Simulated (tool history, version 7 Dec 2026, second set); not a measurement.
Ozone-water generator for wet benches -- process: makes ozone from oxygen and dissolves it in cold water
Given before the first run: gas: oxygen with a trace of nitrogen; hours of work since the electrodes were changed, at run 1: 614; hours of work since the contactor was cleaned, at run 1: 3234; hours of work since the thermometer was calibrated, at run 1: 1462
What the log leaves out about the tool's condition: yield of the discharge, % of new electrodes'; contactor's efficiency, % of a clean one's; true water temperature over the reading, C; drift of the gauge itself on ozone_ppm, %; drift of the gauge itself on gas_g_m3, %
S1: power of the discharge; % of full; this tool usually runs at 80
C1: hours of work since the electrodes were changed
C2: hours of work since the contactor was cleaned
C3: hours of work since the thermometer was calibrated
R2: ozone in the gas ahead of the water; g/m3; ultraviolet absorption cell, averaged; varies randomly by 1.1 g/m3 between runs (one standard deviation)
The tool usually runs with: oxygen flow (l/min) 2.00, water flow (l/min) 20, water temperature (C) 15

{"run": 1, "hour": 0.0, "S1": 80, "oxygen flow (l/min)": 2.0, "water flow (l/min)": 20, "water temperature (C)": 15, "C1": 614, "C2": 3234, "C3": 1462, "dissolved ozone (ppm)": 10.0, "R2": 191.0}
{"run": 2, "hour": 27.4, "S1": 80, "oxygen flow (l/min)": 2.0, "water flow (l/min)": 20, "water temperature (C)": 15, "C1": 631, "C2": 3251, "C3": 1479, "dissolved ozone (ppm)": 9.9, "R2": 192.2}
{"run": 3, "hour": 47.7, "S1": 80, "oxygen flow (l/min)": 2.0, "water flow (l/min)": 17, "water temperature (C)": 15, "C1": 643, "C2": 3263, "C3": 1491, "dissolved ozone (ppm)": 11.7, "R2": 193.9}
{"run": 4, "hour": 90.4, "S1": 80, "oxygen flow (l/min)": 2.0, "water flow (l/min)": 20, "water temperature (C)": 15, "C1": 669, "C2": 3289, "C3": 1517, "dissolved ozone (ppm)": 10.0, "R2": 191.9}
{"run": 5, "hour": 135.9, "S1": 80, "oxygen flow (l/min)": 2.0, "water flow (l/min)": 20, "water temperature (C)": 15, "C1": 696, "C2": 3317, "C3": 1544, "dissolved ozone (ppm)": 9.9, "R2": 191.5}
{"run": 6, "hour": 159.1, "S1": 80, "oxygen flow (l/min)": 2.0, "water flow (l/min)": 20, "water temperature (C)": 15, "C1": 710, "C2": 3331, "C3": 1558, "dissolved ozone (ppm)": 10.0, "R2": 191.6}
{"run": 7, "hour": 181.8, "S1": 80, "oxygen flow (l/min)": 2.0, "water flow (l/min)": 20, "water temperature (C)": 15, "C1": 724, "C2": 3344, "C3": 1572, "dissolved ozone (ppm)": 10.0, "R2": 189.5}
{"run": 8, "hour": 202.7, "S1": 80, "oxygen flow (l/min)": 2.0, "water flow (l/min)": 20, "water temperature (C)": 15, "C1": 737, "C2": 3357, "C3": 1585, "dissolved ozone (ppm)": 9.7, "R2": 190.9}
{"run": 9, "hour": 240.8, "S1": 80, "oxygen flow (l/min)": 2.0, "water flow (l/min)": 20, "water temperature (C)": 15, "C1": 760, "C2": 3380, "C3": 1608, "dissolved ozone (ppm)": 10.0, "R2": 190.0}
{"run": 10, "hour": 285.6, "S1": 80, "oxygen flow (l/min)": 2.0, "water flow (l/min)": 20, "water temperature (C)": 15, "C1": 787, "C2": 3407, "C3": 1635, "dissolved ozone (ppm)": 9.8, "R2": 191.0}
{"run": 11, "hour": 309.1, "S1": 80, "oxygen flow (l/min)": 2.0, "water flow (l/min)": 23, "water temperature (C)": 15, "C1": 801, "C2": 3421, "C3": 1649, "dissolved ozone (ppm)": 8.4, "R2": 189.8}
{"run": 12, "hour": 350.1, "S1": 80, "oxygen flow (l/min)": 2.0, "water flow (l/min)": 23, "water temperature (C)": 15, "C1": 826, "C2": 3446, "C3": 1674, "dissolved ozone (ppm)": 8.4, "R2": 190.5}
{"run": 13, "hour": 378.7, "S1": 80, "oxygen flow (l/min)": 2.0, "water flow (l/min)": 20, "water temperature (C)": 15, "C1": 843, "C2": 3463, "C3": 1691, "dissolved ozone (ppm)": 9.8, "R2": 189.4}
{"run": 14, "hour": 410.2, "S1": 82, "oxygen flow (l/min)": 2.0, "water flow (l/min)": 20, "water temperature (C)": 15, "C1": 862, "C2": 3482, "C3": 1710, "dissolved ozone (ppm)": 10.1, "R2": 190.9}
{"run": 15, "hour": 431.9, "S1": 80, "oxygen flow (l/min)": 2.0, "water flow (l/min)": 20, "water temperature (C)": 15, "C1": 875, "C2": 3496, "C3": 1723, "dissolved ozone (ppm)": 9.9, "R2": 190.0}
{"run": 16, "hour": 462.4, "S1": 80, "oxygen flow (l/min)": 2.0, "water flow (l/min)": 20, "water temperature (C)": 15, "C1": 894, "C2": 3514, "C3": 1741, "dissolved ozone (ppm)": 9.9, "R2": 189.9}
{"run": 17, "hour": 483.1, "S1": 80, "oxygen flow (l/min)": 2.0, "water flow (l/min)": 20, "water temperature (C)": 15, "C1": 906, "C2": 3526, "C3": 1754, "dissolved ozone (ppm)": 9.8, "R2": 188.7}
{"run": 18, "hour": 525.6, "S1": 80, "oxygen flow (l/min)": 2.0, "water flow (l/min)": 20, "water temperature (C)": 15, "C1": 932, "C2": 3552, "C3": 1780, "dissolved ozone (ppm)": 9.9, "R2": 188.5}
{"run": 19, "hour": 567.8, "S1": 83, "oxygen flow (l/min)": 3.03, "water flow (l/min)": 20, "water temperature (C)": 20, "C1": 957, "C2": 3578, "C3": 1805, "dissolved ozone (ppm)": 10.0, "R2": 153.8}
{"run": 20, "hour": 598.1, "S1": 80, "oxygen flow (l/min)": 2.0, "water flow (l/min)": 14, "water temperature (C)": 10, "C1": 976, "C2": 3596, "C3": 1823, "dissolved ozone (ppm)": 15.0, "R2": 189.6}
{"run": 21, "hour": 623.7, "S1": 80, "oxygen flow (l/min)": 2.0, "water flow (l/min)": 14, "water temperature (C)": 10, "C1": 991, "C2": 3611, "C3": 1839, "dissolved ozone (ppm)": 14.9, "R2": 188.6}
{"run": 22, "hour": 646.8, "S1": 82, "oxygen flow (l/min)": 1.23, "water flow (l/min)": 21, "water temperature (C)": 13, "C1": 1005, "C2": 3625, "C3": 1853, "dissolved ozone (ppm)": 8.7, "R2": 258.6}
{"run": 23, "hour": 685.0, "S1": 82, "oxygen flow (l/min)": 1.23, "water flow (l/min)": 21, "water temperature (C)": 13, "C1": 1028, "C2": 3649, "C3": 1876, "dissolved ozone (ppm)": 8.5, "R2": 259.2}
{"run": 24, "hour": 725.2, "S1": 80, "oxygen flow (l/min)": 1.28, "water flow (l/min)": 31, "water temperature (C)": 9, "C1": 1053, "C2": 3673, "C3": 1900, "dissolved ozone (ppm)": 5.3, "R2": 246.3}
{"run": 25, "hour": 754.9, "S1": 54, "oxygen flow (l/min)": 2.0, "water flow (l/min)": 28, "water temperature (C)": 15, "C1": 1071, "C2": 3691, "C3": 1918, "dissolved ozone (ppm)": 4.9, "R2": 138.0}
{"run": 26, "hour": 775.6, "S1": 54, "oxygen flow (l/min)": 2.0, "water flow (l/min)": 28, "water temperature (C)": 15, "C1": 1083, "C2": 3703, "C3": 1931, "dissolved ozone (ppm)": 4.9, "R2": 138.6}
{"run": 27, "hour": 800.6, "S1": 80, "oxygen flow (l/min)": 2.0, "water flow (l/min)": 20, "water temperature (C)": 20, "C1": 1098, "C2": 3718, "C3": 1946, "dissolved ozone (ppm)": 9.4, "R2": 188.8}
{"run": 28, "hour": 843.3, "S1": 80, "oxygen flow (l/min)": 2.0, "water flow (l/min)": 20, "water temperature (C)": 20, "C1": 1124, "C2": 3744, "C3": 1972, "dissolved ozone (ppm)": 9.3, "R2": 189.0}
{"run": 29, "hour": 887.6, "S1": 79, "oxygen flow (l/min)": 2.0, "water flow (l/min)": 15, "water temperature (C)": 15, "C1": 1151, "C2": 3771, "C3": 1998, "dissolved ozone (ppm)": 12.9, "R2": 186.0}
{"run": 30, "hour": 920.9, "S1": 79, "oxygen flow (l/min)": 2.0, "water flow (l/min)": 15, "water temperature (C)": 15, "C1": 1171, "C2": 3791, "C3": 2019, "dissolved ozone (ppm)": 13.1, "R2": 186.8}
{"run": 31, "hour": 940.0, "S1": 79, "oxygen flow (l/min)": 2.0, "water flow (l/min)": 15, "water temperature (C)": 15, "C1": 1182, "C2": 3803, "C3": 2030, "dissolved ozone (ppm)": 12.9, "R2": 187.0}
{"run": 32, "hour": 968.1, "S1": 79, "oxygen flow (l/min)": 2.0, "water flow (l/min)": 15, "water temperature (C)": 15, "C1": 1199, "C2": 3820, "C3": 2047, "dissolved ozone (ppm)": 13.0, "R2": 187.4}
{"run": 33, "hour": 1008.4, "S1": 79, "oxygen flow (l/min)": 1.71, "water flow (l/min)": 15, "water temperature (C)": 21, "C1": 1224, "C2": 3844, "C3": 2071, "dissolved ozone (ppm)": 12.2, "R2": 204.7}

Forecast each of these 3 alternatives for the next run:
{"run": "A", "hour": 1028.6, "S1": 80, "oxygen flow (l/min)": 2.0, "water flow (l/min)": 20, "water temperature (C)": 10, "C1": 1236, "C2": 3856, "C3": 2084, "dissolved ozone (ppm)": "?", "R2": "?"}
{"run": "B", "hour": 1028.6, "S1": 79, "oxygen flow (l/min)": 1.54, "water flow (l/min)": 30, "water temperature (C)": 23, "C1": 1236, "C2": 3856, "C3": 2084, "dissolved ozone (ppm)": "?", "R2": "?"}
{"run": "C", "hour": 1028.6, "S1": 53, "oxygen flow (l/min)": 2.16, "water flow (l/min)": 20, "water temperature (C)": 15, "C1": 1236, "C2": 3856, "C3": 2084, "dissolved ozone (ppm)": "?", "R2": "?"}

run=A dissolved_ozone_(ppm)=10.2 R2=189.7
run=B dissolved_ozone_(ppm)=5.5 R2=218.4
run=C dissolved_ozone_(ppm)=7.1 R2=129.1
With the hidden condition removed and each run's random variation left untouched, the same runs would have given:
run=A dissolved_ozone_(ppm)=11.1 R2=196.3
run=B dissolved_ozone_(ppm)=6.1 R2=226.0
run=C dissolved_ozone_(ppm)=7.7 R2=132.3
